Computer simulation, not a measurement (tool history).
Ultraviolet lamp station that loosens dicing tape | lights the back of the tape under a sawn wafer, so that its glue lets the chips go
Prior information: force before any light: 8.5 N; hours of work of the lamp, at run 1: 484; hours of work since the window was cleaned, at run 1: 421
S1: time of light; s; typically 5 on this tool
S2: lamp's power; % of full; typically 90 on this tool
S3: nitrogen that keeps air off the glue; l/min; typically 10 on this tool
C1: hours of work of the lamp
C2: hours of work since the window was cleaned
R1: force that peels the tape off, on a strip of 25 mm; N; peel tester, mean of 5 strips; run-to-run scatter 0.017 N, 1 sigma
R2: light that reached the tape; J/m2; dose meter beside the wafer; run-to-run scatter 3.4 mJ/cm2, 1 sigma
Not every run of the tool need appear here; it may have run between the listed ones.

Run 1, day 0: usual settings; C1 484; C2 421. Result: R1 1.882 N, R2 3390 J/m2.
Run 2, day 1.762: usual settings; C1 508; C2 444. Result: R1 2.017 N, R2 3370 J/m2.
At day 3.283: window cleaned of glue's vapour.
Run 3, day 3.958: usual settings; C1 536; C2 9. Result: R1 1.539 N, R2 4030 J/m2.
Run 4, day 6.462: usual settings; C1 569; C2 42. Result: R1 1.602 N, R2 3910 J/m2.
Run 5, day 7.617: usual settings but S3 15 l/min; C1 584; C2 57. Result: R1 1.356 N, R2 3820 J/m2.
Run 6, day 9.421: usual settings; C1 608; C2 81. Result: R1 1.695 N, R2 3710 J/m2.
Run 7, day 10.654: usual settings; C1 624; C2 97. Result: R1 1.714 N, R2 3590 J/m2.
Run 8, day 13.196: usual settings; C1 657; C2 130. Result: R1 1.914 N, R2 3500 J/m2.
Run 9, day 14.621: usual settings; C1 676; C2 149. Result: R1 1.971 N, R2 3370 J/m2.
Run 10, day 16.992: usual settings; C1 707; C2 180. Result: R1 1.948 N, R2 3280 J/m2.
Run 11, day 19.367: usual settings; C1 738; C2 211. Result: R1 2.181 N, R2 3160 J/m2.
Run 12, day 20.542: usual settings; C1 754; C2 226. Result: R1 2.237 N, R2 3130 J/m2.
Run 13, day 22.6: usual settings but S2 93 % of full; C1 781; C2 253. Result: R1 2.077 N, R2 3130 J/m2.
Run 14, day 25.383: usual settings but S3 20 l/min; C1 817; C2 290. Result: R1 1.897 N, R2 2910 J/m2.
Run 15, day 27.554: usual settings but S3 20 l/min; C1 846; C2 318. Result: R1 1.99 N, R2 2750 J/m2.
At day 28.917: lamp changed.
Run 16, day 28.95: usual settings but S3 20 l/min; C1 0; C2 336. Result: R1 0.7 N, R2 4810 J/m2.
Run 17, day 30.358: usual settings but S2 88 % of full; C1 19; C2 355. Result: R1 1.187 N, R2 4550 J/m2.
Run 18, day 33.133: usual settings but S2 69 % of full; C1 55; C2 391. Result: R1 1.857 N, R2 3520 J/m2.
Run 19, day 35.483: usual settings but S2 65 % of full; C1 86; C2 422. Result: R1 2.114 N, R2 3240 J/m2.
Run 20, day 36.708: usual settings but S2 65 % of full; C1 102; C2 438. Result: R1 2.218 N, R2 3140 J/m2.
Run 21, day 38.462: usual settings but S2 65 % of full; C1 125; C2 461. Result: R1 2.19 N, R2 3100 J/m2.
At day 38.696: window cleaned of glue's vapour.
Run 22, day 40.554: usual settings but S2 65 % of full; C1 152; C2 24. Result: R1 1.726 N, R2 3670 J/m2.
Run 23, day 42.867: usual settings but S1 2 s, S2 83 % of full; C1 183; C2 55. Result: R1 3.929 N, R2 1860 J/m2.
Run 24, day 44.721: usual settings but S3 13 l/min; C1 207; C2 79. Result: R1 0.922 N, R2 4790 J/m2.
Run 25, day 47.538: usual settings but S1 10 s, S2 65 % of full, S3 7 l/min; C1 244; C2 116. Result: R1 0.687 N, R2 6730 J/m2.
Run 26, day 49.779: usual settings but S2 85 % of full, S3 11 l/min; C1 273; C2 145. Result: R1 1.256 N, R2 4260 J/m2.
Run 27, day 52.517: usual settings but S1 8 s, S3 4 l/min; C1 309; C2 181. Result: R1 0.981 N, R2 7010 J/m2.
Run 28, day 54.2: usual settings but S1 6 s, S2 99 % of full; C1 331; C2 203. Result: R1 0.765 N, R2 5620 J/m2.
Run 29, day 56.979: usual settings but S1 2 s, S2 73 % of full, S3 15 l/min; C1 368; C2 240. Result: R1 4.535 N, R2 1320 J/m2.
Run 30, day 58.538: usual settings but S1 4 s, S2 63 % of full, S3 16 l/min; C1 388; C2 260. Result: R1 2.73 N, R2 2240 J/m2.
Run 31, day 61.042: usual settings but S1 4 s, S2 63 % of full, S3 3 l/min; C1 421; C2 293. Result: R1 4.638 N, R2 2170 J/m2.
Run 32, day 63.85: usual settings but S1 3 s, S2 63 % of full, S3 7 l/min; C1 458; C2 330. Result: R1 4.664 N, R2 1600 J/m2.
Run 33, day 65.475: usual settings but S1 4 s, S2 65 % of full, S3 6 l/min; C1 479; C2 351. Result: R1 3.776 N, R2 2150 J/m2.
Run 34, day 66.767: usual settings but S1 4 s, S2 65 % of full, S3 6 l/min; C1 496; C2 368. Result: R1 3.989 N, R2 2070 J/m2.
Run 35, day 68.862: usual settings but S1 4 s, S2 99 % of full, S3 7 l/min; C1 524; C2 396. Result: R1 2.581 N, R2 3120 J/m2.
Run 36, day 71.629: usual settings but S1 4 s, S2 99 % of full, S3 7 l/min; C1 560; C2 432. Result: R1 2.62 N, R2 2920 J/m2.
At day 74.012: window cleaned of glue's vapour.
Run 37, day 74.212: usual settings but S1 8 s, S3 5 l/min; C1 594; C2 3. Result: R1 0.982 N, R2 6370 J/m2.
Run 38, day 76.258: usual settings but S2 86 % of full, S3 12 l/min; C1 620; C2 29. Result: R1 1.548 N, R2 3650 J/m2.
Run 39, day 77.575: usual settings but S2 96 % of full, S3 7 l/min; C1 638; C2 47. Result: R1 1.825 N, R2 3990 J/m2.
Run 40, day 79.288: usual settings but S3 5 l/min; C1 660; C2 69. Result: R1 2.406 N, R2 3670 J/m2.

A few steps of R1 between consecutive runs. Split each: what settings, incoming material and random variation would produce without the hidden state, and what is left over for the hidden state, along with gauge scatter present in only one of the two compared results (measured, and without hidden state):
Hidden state at play: lamp's light, % of a new lamp's; light that the window lets through, % of a clean one's; drift of the gauge itself on peel_n, %; drift of the gauge itself on dose_mj_cm2, %.
Run 15 -> 16: lamp changed. R1 -1.29 N: hidden state -1.264, all else -0.026.
Run 22 -> 23: S1 5 -> 2, S2 65 -> 83. R1 +2.203 N: hidden state +0.151, all else +2.052.
Run 23 -> 24: S1 2 -> 5, S2 83 -> 90, S3 10 -> 13. R1 -3.007 N: hidden state -0.143, all else -2.864.
Run 28 -> 29: S1 6 -> 2, S2 99 -> 73, S3 10 -> 15. R1 +3.77 N: hidden state +0.59, all else +3.18.
Run 36 -> 37: S1 4 -> 8, S2 99 -> 90, S3 7 -> 5, window cleaned of glue's vapour. R1 -1.638 N: hidden state -0.848, all else -0.79.

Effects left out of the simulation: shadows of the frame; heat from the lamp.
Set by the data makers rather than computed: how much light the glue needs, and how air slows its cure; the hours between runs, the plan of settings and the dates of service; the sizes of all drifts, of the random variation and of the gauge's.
